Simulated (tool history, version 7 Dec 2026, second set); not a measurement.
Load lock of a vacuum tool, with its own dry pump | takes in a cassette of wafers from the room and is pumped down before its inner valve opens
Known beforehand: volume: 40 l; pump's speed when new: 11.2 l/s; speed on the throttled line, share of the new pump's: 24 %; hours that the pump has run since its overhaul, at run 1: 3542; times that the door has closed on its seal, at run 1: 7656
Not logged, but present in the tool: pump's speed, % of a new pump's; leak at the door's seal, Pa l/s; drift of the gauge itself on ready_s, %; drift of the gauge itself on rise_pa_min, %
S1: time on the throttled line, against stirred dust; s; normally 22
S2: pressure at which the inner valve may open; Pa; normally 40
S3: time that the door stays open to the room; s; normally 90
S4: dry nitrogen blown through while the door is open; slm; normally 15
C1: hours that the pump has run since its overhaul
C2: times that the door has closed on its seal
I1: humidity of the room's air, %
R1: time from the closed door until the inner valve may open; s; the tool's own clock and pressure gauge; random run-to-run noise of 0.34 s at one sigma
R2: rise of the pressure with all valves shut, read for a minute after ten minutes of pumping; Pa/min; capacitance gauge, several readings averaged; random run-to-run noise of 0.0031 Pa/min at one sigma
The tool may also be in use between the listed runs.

Run 1, day 0: usual settings; C1 3542; C2 7656; I1 47.5. Result: R1 44.9 s, R2 0.062 Pa/min.
Run 2, day 10.238: usual settings but S3 76 s; C1 3788; C2 8187; I1 43.7. Result: R1 44.6 s, R2 0.046 Pa/min.
Run 3, day 17.258: usual settings but S3 56 s; C1 3956; C2 8551; I1 46.3. Result: R1 44.8 s, R2 0.041 Pa/min.
Run 4, day 23.929: usual settings but S3 67 s; C1 4116; C2 8897; I1 48.6. Result: R1 44.7 s, R2 0.056 Pa/min.
Run 5, day 30.992: usual settings but S2 34 Pa; C1 4286; C2 9264; I1 46.6. Result: R1 45.3 s, R2 0.061 Pa/min.
Run 6, day 40.067: usual settings but S1 13 s, S2 34 Pa; C1 4504; C2 9734; I1 47.2. Result: R1 38.3 s, R2 0.062 Pa/min.
Run 7, day 45.4: usual settings but S1 13 s, S2 34 Pa; C1 4632; C2 10011; I1 47.7. Result: R1 38.5 s, R2 0.06 Pa/min.
Run 8, day 56.308: usual settings but S2 37 Pa, S3 44 s; C1 4893; C2 10577; I1 47.4. Result: R1 45.1 s, R2 0.039 Pa/min.
Run 9, day 65.212: usual settings but S1 15 s, S2 37 Pa, S3 44 s; C1 5107; C2 11039; I1 43.4. Result: R1 39.8 s, R2 0.037 Pa/min.
Run 10, day 74.75: usual settings but S1 15 s, S2 79 Pa, S3 44 s, S4 29 slm; C1 5336; C2 11534; I1 44.8. Result: R1 37 s, R2 0.031 Pa/min.
Run 11, day 80.6: usual settings but S1 26 s, S2 79 Pa, S3 44 s, S4 29 slm; C1 5476; C2 11837; I1 44.3. Result: R1 45.4 s, R2 0.035 Pa/min.
Run 12, day 90.779: usual settings but S1 26 s, S2 55 Pa, S3 121 s, S4 13 slm; C1 5721; C2 12365; I1 42.3. Result: R1 46.4 s, R2 0.065 Pa/min.
Run 13, day 95.708: usual settings but S1 11 s, S2 78 Pa; C1 5839; C2 12621; I1 41.9. Result: R1 33.9 s, R2 0.046 Pa/min.
Run 14, day 101.283: usual settings but S1 11 s, S2 78 Pa; C1 5973; C2 12910; I1 45.6. Result: R1 33.8 s, R2 0.058 Pa/min.

Predict each of these 4 candidate next runs independently; none follows another, all start after run 14:
Run A, day 106.425: usual settings but S1 11 s, S2 78 Pa, S3 93 s, S4 43 slm; C1 6096; C2 13177; I1 46.7. Result: R1 ?, R2 ?.
Run B, day 106.425: usual settings but S1 28 s, S2 78 Pa; C1 6096; C2 13177; I1 45.3. Result: R1 ?, R2 ?.
Run C, day 106.425: usual settings but S2 50 Pa, S3 94 s, S4 44 slm; C1 6096; C2 13177; I1 44.8. Result: R1 ?, R2 ?.
Run D, day 106.425: usual settings but S1 28 s, S2 47 Pa; C1 6096; C2 13177; I1 45.7. Result: R1 ?, R2 ?.

run    R1     R2
  A  34.2  0.045
  B  46.9  0.061
  C  43.7  0.033
  D  48.8  0.058
Without the tool's hidden state the same runs would have given:
run    R1     R2
  A  34.2  0.045
  B  46.8  0.061
  C  43.6  0.033
  D  48.8  0.057

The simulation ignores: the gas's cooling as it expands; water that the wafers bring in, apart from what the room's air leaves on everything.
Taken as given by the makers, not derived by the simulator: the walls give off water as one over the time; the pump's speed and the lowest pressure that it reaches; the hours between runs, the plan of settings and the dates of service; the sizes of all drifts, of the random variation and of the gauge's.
